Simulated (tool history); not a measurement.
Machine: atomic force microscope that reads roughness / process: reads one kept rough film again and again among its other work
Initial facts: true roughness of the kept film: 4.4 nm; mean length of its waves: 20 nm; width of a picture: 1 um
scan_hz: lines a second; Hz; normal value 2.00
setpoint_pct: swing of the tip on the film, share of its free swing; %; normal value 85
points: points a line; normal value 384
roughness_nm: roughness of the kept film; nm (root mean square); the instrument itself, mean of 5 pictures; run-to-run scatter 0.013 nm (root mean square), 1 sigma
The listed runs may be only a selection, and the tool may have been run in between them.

run	hour	scan_hz	setpoint_pct	points	roughness_nm
1	0.0	2.00	85	384	2.879
2	20.8	0.68	85	384	2.966
3	37.7	0.68	85	384	2.861
4	63.4	0.68	85	384	2.675
5	85.4	2.00	85	266	2.279
6	112.2	2.00	85	266	2.152
7	124.2	2.00	85	384	2.141
8	147.1	0.69	85	384	2.263
9	167.2	0.69	85	384	2.166
# hour 171.6: new tip fitted
10	193.5	2.00	85	384	2.801
11	209.8	1.74	85	384	2.749
12	224.3	1.74	76	384	2.803
# hour 227.2: height scale calibrated on a step standard
13	236.6	1.74	76	384	2.698
14	249.7	2.00	79	384	2.560
15	270.0	2.00	85	384	2.318
# hour 285.6: height scale calibrated on a step standard, once more
16	289.6	2.00	85	384	2.245
17	303.9	2.00	85	384	2.176
18	325.0	2.00	85	384	2.085
19	339.0	2.00	85	652	2.054
# hour 359.0: new tip fitted
20	362.0	2.00	85	652	2.999
21	374.8	2.00	85	652	2.886
22	393.5	2.00	85	594	2.750
23	420.2	2.00	85	594	2.563
24	442.5	2.00	85	594	2.419
25	465.6	0.75	70	676	2.596
26	490.8	0.75	70	676	2.484
27	508.1	2.88	85	382	1.964
28	522.2	2.88	85	408	1.909
29	534.8	2.88	85	408	1.849
# hour 543.5: new tip fitted
30	547.6	2.88	85	408	2.759
31	569.1	0.59	85	775	3.096
32	585.6	0.59	85	775	2.981
33	612.8	0.59	68	597	2.833
34	631.1	0.57	85	335	2.591
35	657.9	2.00	61	384	2.463
36	678.2	1.06	85	384	2.269
37	690.5	1.06	85	384	2.225
38	712.2	1.06	85	384	2.111
# hour 728.9: new tip fitted
39	728.9	1.06	85	783	3.290
40	752.3	0.93	66	384	3.213

Run by run, hidden condition taken away, random variation retained:
Hidden state at play: radius of the tip, nm; height scale over the true one, %; drift of the gauge itself on roughness_nm, %.
run	roughness_nm
1	3.070
2	3.338
3	3.366
4	3.341
5	2.994
6	2.997
7	3.053
8	3.392
9	3.373
10	3.032
11	3.100
12	3.259
13	3.239
14	3.170
15	3.027
16	3.052
17	3.050
18	3.046
19	3.079
20	3.089
21	3.082
22	3.080
23	3.076
24	3.084
25	3.492
26	3.518
27	2.883
28	2.885
29	2.868
30	2.875
31	3.433
32	3.443
33	3.504
34	3.371
35	3.393
36	3.262
37	3.277
38	3.257
39	3.326
40	3.461
